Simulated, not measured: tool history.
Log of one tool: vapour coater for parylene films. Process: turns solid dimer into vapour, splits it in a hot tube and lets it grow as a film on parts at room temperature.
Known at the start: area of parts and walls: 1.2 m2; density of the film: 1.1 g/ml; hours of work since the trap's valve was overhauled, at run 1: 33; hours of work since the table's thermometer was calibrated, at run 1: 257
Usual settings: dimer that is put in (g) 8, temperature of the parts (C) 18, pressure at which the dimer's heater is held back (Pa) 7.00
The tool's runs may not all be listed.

run	hour	dimer that is put in (g)	temperature of the parts (C)	pressure at which the dimer's heater is held back (Pa)	hours of work since the trap's valve was overhauled	hours of work since the table's thermometer was calibrated	thickness of the film (µm)
1	0.0	8	18	7.00	33	257	3.66
2	13.9	8	18	7.00	41	264	3.61
3	32.0	8	18	10.84	51	275	3.34
4	45.8	8	11	7.00	59	282	4.34
5	66.5	8	18	6.66	71	294	3.65
6	93.0	8	11	7.00	86	309	4.32
7	106.7	8	11	7.00	94	317	4.29
8	126.8	8	11	7.00	105	328	4.31
9	153.3	8	11	7.00	120	343	4.27
10	178.8	8	11	7.00	134	358	4.27
11	202.1	8	18	7.00	148	371	3.57
12	223.6	8	18	7.00	160	383	3.56
13	240.8	8	18	2.16	170	393	4.43
14	255.7	3	18	7.00	178	401	1.32
15	269.7	3	11	5.74	186	409	1.65
16	286.1	8	18	9.39	195	419	3.33
17	314.3	8	18	9.39	211	434	3.34
# hour 333.8: trap's valve overhauled
18	348.8	8	18	9.39	8	452	3.43
19	368.3	8	14	3.21	20	463	4.71
20	396.0	8	14	3.21	35	478	4.67
21	426.7	3	24	3.41	53	496	1.34
22	447.6	11	24	8.19	64	508	4.10
23	466.7	8	23	4.87	75	519	3.39
24	485.8	5	10	7.47	86	529	2.74
25	501.5	5	13	7.00	95	538	2.56
26	524.8	11	18	7.00	108	551	4.92

The next listed run, before its measurement:
27	541.7	8	15	7.00	118	561	?

{"run 27": {"thickness of the film (µm)": 3.88}}
Without the tool's hidden state the same run would have given thickness of the film (µm) 4.01.
